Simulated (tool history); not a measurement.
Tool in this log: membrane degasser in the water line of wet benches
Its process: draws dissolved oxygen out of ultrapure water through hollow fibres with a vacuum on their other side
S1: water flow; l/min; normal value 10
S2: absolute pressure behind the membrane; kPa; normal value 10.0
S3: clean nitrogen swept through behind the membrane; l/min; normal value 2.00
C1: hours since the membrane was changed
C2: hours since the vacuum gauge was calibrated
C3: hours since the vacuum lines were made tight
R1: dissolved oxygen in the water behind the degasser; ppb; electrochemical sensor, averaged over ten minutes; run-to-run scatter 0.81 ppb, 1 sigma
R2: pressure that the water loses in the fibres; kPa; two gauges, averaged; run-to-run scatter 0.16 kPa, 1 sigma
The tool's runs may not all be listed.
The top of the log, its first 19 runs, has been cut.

run 20 hour=2920.5 | S1=10 S2=6.6 S3=5.80 | C1=11103 C2=3418 C3=2742 | R1=21.0 R2=36.08
run 21 hour=3022.2 | S1=10 S2=6.6 S3=5.80 | C1=11205 C2=3520 C3=2844 | R1=21.4 R2=35.82
run 22 hour=3210.0 | S1=11 S2=16.3 S3=3.59 | C1=11393 C2=3708 C3=3032 | R1=108.9 R2=39.64
run 23 hour=3315.0 | S1=10 S2=10.1 S3=1.99 | C1=11498 C2=3813 C3=3137 | R1=89.1 R2=36.08
run 24 hour=3512.0 | S1=10 S2=10.1 S3=1.99 | C1=11695 C2=4010 C3=3334 | R1=89.9 R2=36.13
run 25 hour=3631.7 | S1=10 S2=13.8 S3=5.05 | C1=11814 C2=4129 C3=3454 | R1=58.9 R2=36.27
run 26 hour=3779.8 | S1=10 S2=13.8 S3=5.05 | C1=11962 C2=4277 C3=3602 | R1=58.8 R2=36.11
run 27 hour=3877.3 | S1=14 S2=10.0 S3=2.51 | C1=12060 C2=4375 C3=3699 | R1=126.2 R2=50.34
run 28 hour=3974.8 | S1=14 S2=10.0 S3=2.51 | C1=12158 C2=4472 C3=3797 | R1=127.1 R2=50.30
run 29 hour=4147.4 | S1=14 S2=6.9 S3=1.41 | C1=12330 C2=4645 C3=3969 | R1=122.7 R2=50.40
run 30 hour=4349.0 | S1=10 S2=17.8 S3=2.00 | C1=12532 C2=4847 C3=4171 | R1=182.6 R2=36.07
run 31 hour=4447.0 | S1=10 S2=6.3 S3=2.03 | C1=12630 C2=4945 C3=4269 | R1=43.2 R2=36.03

Alternative continuations, all from the tool just after run 31; predict every row:
run A hour=4587.8 | S1=10 S2=16.6 S3=2.03 | C1=12770 C2=5085 C3=4410 | R1=? R2=?
run B hour=4587.8 | S1=10 S2=12.6 S3=2.03 | C1=12770 C2=5085 C3=4410 | R1=? R2=?
run C hour=4587.8 | S1=11 S2=10.0 S3=2.00 | C1=12770 C2=5085 C3=4410 | R1=? R2=?

run=A R1=164.2 R2=36.32
run=B R1=119.6 R2=35.76
run=C R1=101.2 R2=39.26
Take away the tool's hidden state, keep each run's random variation, and the runs would have read:
run=A R1=163.8 R2=36.24
run=B R1=119.3 R2=35.68
run=C R1=100.9 R2=39.18
